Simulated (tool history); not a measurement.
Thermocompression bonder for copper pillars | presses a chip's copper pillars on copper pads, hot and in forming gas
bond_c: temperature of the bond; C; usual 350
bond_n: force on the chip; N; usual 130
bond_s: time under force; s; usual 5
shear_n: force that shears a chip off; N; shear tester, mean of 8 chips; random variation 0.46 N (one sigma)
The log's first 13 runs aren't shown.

run   hour  bond_c  bond_n  bond_s  shear_n
 14  201.5     350     130       5     84.6
 15  221.5     350     130       5     84.4
 16  246.2     350     130       5       85
 17  270.4     350     130       5       84
 18  285.4     350     130       5     83.9
 19  303.7     350     130       5     83.3
 20  322.9     350     130       5     82.9
       326  -- force cell calibrated
 21  338.2     350     111       5     72.6
 22  350.7     326     130       6     67.1
 23  371.5     326     130       6     66.6
     380.3  -- force cell calibrated, once more
 24  386.8     326     130       6     66.9
 25  410.4     322     130       3     49.2

Run 26 comes next. What will it give?
 26  421.4     322     130       3        ?

Run 26 gave shear_n 49 N.
Without the tool's hidden state the same run would have given shear_n 54.7 N.
